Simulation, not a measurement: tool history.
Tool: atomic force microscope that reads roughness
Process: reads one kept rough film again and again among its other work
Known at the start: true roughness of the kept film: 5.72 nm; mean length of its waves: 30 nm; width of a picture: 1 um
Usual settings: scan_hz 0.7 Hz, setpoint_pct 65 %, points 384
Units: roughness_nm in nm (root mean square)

{"run": 1, "hour": 0.0, "scan_hz": 0.7, "setpoint_pct": 65, "points": 384, "roughness_nm": 4.843}
{"run": 2, "hour": 6.6, "scan_hz": 0.7, "setpoint_pct": 65, "points": 384, "roughness_nm": 4.829}
{"run": 3, "hour": 11.7, "scan_hz": 0.7, "setpoint_pct": 65, "points": 384, "roughness_nm": 4.777}
{"run": 4, "hour": 16.4, "scan_hz": 0.7, "setpoint_pct": 65, "points": 384, "roughness_nm": 4.741}
{"run": 5, "hour": 24.1, "scan_hz": 0.7, "setpoint_pct": 65, "points": 384, "roughness_nm": 4.669}
{"run": 6, "hour": 28.5, "scan_hz": 1.034, "setpoint_pct": 65, "points": 351, "roughness_nm": 4.542}
{"run": 7, "hour": 32.9, "scan_hz": 1.253, "setpoint_pct": 57, "points": 279, "roughness_nm": 4.631}
{"run": 8, "hour": 40.5, "scan_hz": 1.253, "setpoint_pct": 57, "points": 279, "roughness_nm": 4.527}
{"run": 9, "hour": 48.4, "scan_hz": 1.873, "setpoint_pct": 65, "points": 384, "roughness_nm": 4.268}
{"run": 10, "hour": 53.5, "scan_hz": 1.873, "setpoint_pct": 65, "points": 384, "roughness_nm": 4.259}

Forecast each of these 4 alternatives for the next run:
{"run": "A", "hour": 61.8, "scan_hz": 1.873, "setpoint_pct": 56, "points": 324, "roughness_nm": "?"}
{"run": "B", "hour": 61.8, "scan_hz": 0.7, "setpoint_pct": 77, "points": 317, "roughness_nm": "?"}
{"run": "C", "hour": 61.8, "scan_hz": 2.882, "setpoint_pct": 60, "points": 871, "roughness_nm": "?"}
{"run": "D", "hour": 61.8, "scan_hz": 0.7, "setpoint_pct": 65, "points": 446, "roughness_nm": "?"}

run=A roughness_nm=4.372
run=B roughness_nm=4.306
run=C roughness_nm=4.206
run=D roughness_nm=4.478
Without the tool's hidden state the same runs would have given:
run=A roughness_nm=4.8
run=B roughness_nm=4.727
run=C roughness_nm=4.617
run=D roughness_nm=4.916
